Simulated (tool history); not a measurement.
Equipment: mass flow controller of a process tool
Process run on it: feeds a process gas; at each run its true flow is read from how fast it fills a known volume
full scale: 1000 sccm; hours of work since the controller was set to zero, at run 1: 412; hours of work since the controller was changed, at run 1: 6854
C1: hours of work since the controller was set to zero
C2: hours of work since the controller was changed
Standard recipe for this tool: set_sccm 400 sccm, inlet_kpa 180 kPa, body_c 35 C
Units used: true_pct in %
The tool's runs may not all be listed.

{"run": 1, "hour": 0.0, "set_sccm": 400, "inlet_kpa": 180, "body_c": 35, "C1": 412, "C2": 6854, "true_pct": 97.72}
{"run": 2, "hour": 265.7, "set_sccm": 400, "inlet_kpa": 180, "body_c": 39, "C1": 601, "C2": 7043, "true_pct": 97.2}
{"run": 3, "hour": 518.0, "set_sccm": 400, "inlet_kpa": 180, "body_c": 39, "C1": 781, "C2": 7223, "true_pct": 97.14}
{"run": 4, "hour": 663.1, "set_sccm": 400, "inlet_kpa": 180, "body_c": 39, "C1": 884, "C2": 7326, "true_pct": 97.03}
{"run": 5, "hour": 811.9, "set_sccm": 400, "inlet_kpa": 180, "body_c": 35, "C1": 990, "C2": 7432, "true_pct": 97.42}
{"run": 6, "hour": 1007.8, "set_sccm": 400, "inlet_kpa": 180, "body_c": 35, "C1": 1129, "C2": 7571, "true_pct": 97.42}
{"run": 7, "hour": 1304.5, "set_sccm": 400, "inlet_kpa": 180, "body_c": 35, "C1": 1340, "C2": 7783, "true_pct": 97.4}
{"run": 8, "hour": 1538.7, "set_sccm": 400, "inlet_kpa": 180, "body_c": 35, "C1": 1507, "C2": 7949, "true_pct": 97.28}
{"run": 9, "hour": 1741.9, "set_sccm": 400, "inlet_kpa": 180, "body_c": 35, "C1": 1652, "C2": 8094, "true_pct": 97.17}
{"run": 10, "hour": 1941.5, "set_sccm": 400, "inlet_kpa": 180, "body_c": 35, "C1": 1794, "C2": 8236, "true_pct": 97.17}
{"run": 11, "hour": 2247.3, "set_sccm": 400, "inlet_kpa": 180, "body_c": 35, "C1": 2011, "C2": 8453, "true_pct": 97.07}
{"run": 12, "hour": 2568.1, "set_sccm": 400, "inlet_kpa": 180, "body_c": 35, "C1": 2240, "C2": 8682, "true_pct": 97.12}
{"run": 13, "hour": 2816.8, "set_sccm": 400, "inlet_kpa": 180, "body_c": 21, "C1": 2417, "C2": 8859, "true_pct": 98.45}
{"hour": 2836.7, "done": "controller exchanged for a calibrated one"}
{"run": 14, "hour": 3027.1, "set_sccm": 400, "inlet_kpa": 180, "body_c": 21, "C1": 135, "C2": 135, "true_pct": 98.52}
{"run": 15, "hour": 3277.3, "set_sccm": 400, "inlet_kpa": 170, "body_c": 35, "C1": 314, "C2": 314, "true_pct": 96.9}
{"run": 16, "hour": 3534.9, "set_sccm": 400, "inlet_kpa": 180, "body_c": 35, "C1": 497, "C2": 497, "true_pct": 96.78}
{"run": 17, "hour": 3856.9, "set_sccm": 202, "inlet_kpa": 180, "body_c": 35, "C1": 726, "C2": 726, "true_pct": 96.35}
{"run": 18, "hour": 3997.3, "set_sccm": 202, "inlet_kpa": 180, "body_c": 35, "C1": 826, "C2": 826, "true_pct": 96.05}
{"run": 19, "hour": 4225.7, "set_sccm": 202, "inlet_kpa": 180, "body_c": 35, "C1": 988, "C2": 988, "true_pct": 96.2}
{"run": 20, "hour": 4473.0, "set_sccm": 400, "inlet_kpa": 180, "body_c": 22, "C1": 1165, "C2": 1165, "true_pct": 97.93}
{"run": 21, "hour": 4782.6, "set_sccm": 400, "inlet_kpa": 180, "body_c": 22, "C1": 1385, "C2": 1385, "true_pct": 97.86}
{"run": 22, "hour": 4943.2, "set_sccm": 400, "inlet_kpa": 180, "body_c": 22, "C1": 1499, "C2": 1499, "true_pct": 97.77}
{"run": 23, "hour": 5117.3, "set_sccm": 400, "inlet_kpa": 180, "body_c": 28, "C1": 1623, "C2": 1623, "true_pct": 97.2}
{"run": 24, "hour": 5277.5, "set_sccm": 400, "inlet_kpa": 180, "body_c": 28, "C1": 1737, "C2": 1737, "true_pct": 97.02}
{"run": 25, "hour": 5414.2, "set_sccm": 635, "inlet_kpa": 220, "body_c": 30, "C1": 1834, "C2": 1834, "true_pct": 97.24}
{"run": 26, "hour": 5556.6, "set_sccm": 103, "inlet_kpa": 186, "body_c": 20, "C1": 1936, "C2": 1936, "true_pct": 97.29}
{"run": 27, "hour": 5709.1, "set_sccm": 400, "inlet_kpa": 230, "body_c": 34, "C1": 2044, "C2": 2044, "true_pct": 96.36}
{"run": 28, "hour": 5982.3, "set_sccm": 400, "inlet_kpa": 230, "body_c": 34, "C1": 2239, "C2": 2239, "true_pct": 96.33}
{"run": 29, "hour": 6248.8, "set_sccm": 400, "inlet_kpa": 187, "body_c": 25, "C1": 2428, "C2": 2428, "true_pct": 97.21}
{"run": 30, "hour": 6517.6, "set_sccm": 776, "inlet_kpa": 180, "body_c": 39, "C1": 2620, "C2": 2620, "true_pct": 96.38}
{"run": 31, "hour": 6818.9, "set_sccm": 776, "inlet_kpa": 180, "body_c": 39, "C1": 2834, "C2": 2834, "true_pct": 96.2}
{"run": 32, "hour": 7009.0, "set_sccm": 126, "inlet_kpa": 236, "body_c": 24, "C1": 2969, "C2": 2969, "true_pct": 96.76}

Estimate the outcome of run 33 from the log above:
{"run": 33, "hour": 7239.7, "set_sccm": 400, "inlet_kpa": 274, "body_c": 30, "C1": 3133, "C2": 3133, "true_pct": "?"}

Run 33 produced true_pct 96.53 %.
Without the tool's hidden state the same run would have given true_pct 98.42 %.
